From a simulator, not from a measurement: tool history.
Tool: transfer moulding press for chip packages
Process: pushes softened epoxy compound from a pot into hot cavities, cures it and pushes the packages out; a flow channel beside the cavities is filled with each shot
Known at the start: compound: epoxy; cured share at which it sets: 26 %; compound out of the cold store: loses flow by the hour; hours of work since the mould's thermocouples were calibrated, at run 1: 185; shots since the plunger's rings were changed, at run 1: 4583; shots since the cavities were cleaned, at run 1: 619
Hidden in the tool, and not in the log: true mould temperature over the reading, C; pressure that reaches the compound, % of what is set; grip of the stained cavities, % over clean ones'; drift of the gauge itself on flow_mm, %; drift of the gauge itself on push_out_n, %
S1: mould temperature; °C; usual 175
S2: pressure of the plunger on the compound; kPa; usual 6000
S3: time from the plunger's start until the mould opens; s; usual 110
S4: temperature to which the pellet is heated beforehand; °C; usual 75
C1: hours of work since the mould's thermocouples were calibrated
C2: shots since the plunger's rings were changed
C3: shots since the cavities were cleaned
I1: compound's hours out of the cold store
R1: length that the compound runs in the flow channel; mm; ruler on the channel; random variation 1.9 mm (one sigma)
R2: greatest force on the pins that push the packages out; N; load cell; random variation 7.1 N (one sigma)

Run 1, hour 0: usual settings; C1 185; C2 4583; C3 619; I1 46.5. Result: R1 871 mm, R2 492 N.
At hour 19.9: plunger's sealing rings changed.
Run 2, hour 28.8: usual settings; C1 205; C2 119; C3 972; I1 28.3. Result: R1 948 mm, R2 497 N.
At hour 39.2: cavities cleaned with cleaning compound and waxed.
Run 3, hour 56.6: usual settings but S2 5850 kPa; C1 225; C2 471; C3 233; I1 35.9. Result: R1 914 mm, R2 395 N.
Run 4, hour 75: usual settings but S4 77 °C; C1 238; C2 718; C3 480; I1 36.7. Result: R1 918 mm, R2 484 N.
Run 5, hour 93.6: usual settings but S4 77 °C; C1 252; C2 967; C3 729; I1 44.7. Result: R1 900 mm, R2 494 N.
Run 6, hour 106.1: usual settings; C1 262; C2 1135; C3 897; I1 9.3. Result: R1 991 mm, R2 521 N.
At hour 122.7: cavities cleaned with cleaning compound and waxed.
Run 7, hour 122.7: usual settings but S3 135 s, S4 71 °C; C1 273; C2 1338; C3 0; I1 12.4. Result: R1 981 mm, R2 267 N.
Run 8, hour 141.4: usual settings but S1 183 °C, S2 5440 kPa, S3 94 s; C1 287; C2 1588; C3 250; I1 17.7. Result: R1 892 mm, R2 397 N.
Run 9, hour 161.6: usual settings but S1 183 °C, S2 5380 kPa, S3 94 s; C1 302; C2 1860; C3 522; I1 14.1. Result: R1 895 mm, R2 457 N.
Run 10, hour 176.1: usual settings but S1 183 °C, S2 5380 kPa, S3 94 s; C1 313; C2 2054; C3 716; I1 43.1. Result: R1 826 mm, R2 485 N.
Run 11, hour 188.5: usual settings but S1 174 °C, S3 140 s; C1 322; C2 2221; C3 883; I1 35.6. Result: R1 914 mm, R2 473 N.
At hour 205.8: cavities cleaned with cleaning compound and waxed.
Run 12, hour 208.9: usual settings but S1 174 °C, S3 140 s; C1 336; C2 2474; C3 42; I1 40. Result: R1 906 mm, R2 298 N.

5 ways to go on from here, each from the tool as it stands after run 12. What would each give?
Run A, hour 233.1: usual settings but S1 168 °C, S2 4800 kPa, S3 93 s; C1 354; C2 2797; C3 365; I1 44.5. Result: R1 ?, R2 ?.
Run B, hour 233.1: usual settings but S1 173 °C, S2 4660 kPa; C1 354; C2 2797; C3 365; I1 22.7. Result: R1 ?, R2 ?.
Run C, hour 233.1: usual settings but S1 176 °C, S3 118 s, S4 76 °C; C1 354; C2 2797; C3 365; I1 26.4. Result: R1 ?, R2 ?.
Run D, hour 233.1: usual settings but S4 82 °C; C1 354; C2 2797; C3 365; I1 10.8. Result: R1 ?, R2 ?.
Run E, hour 233.1: usual settings but S1 179 °C, S4 81 °C; C1 354; C2 2797; C3 365; I1 46.7. Result: R1 ?, R2 ?.

run   R1   R2
  A  815  866
  B  836  472
  C  930  424
  D  975  453
  E  870  418
Without the tool's hidden state the same runs would have given:
run   R1   R2
  A  836  600
  B  857  319
  C  953  283
  D  999  306
  E  891  281
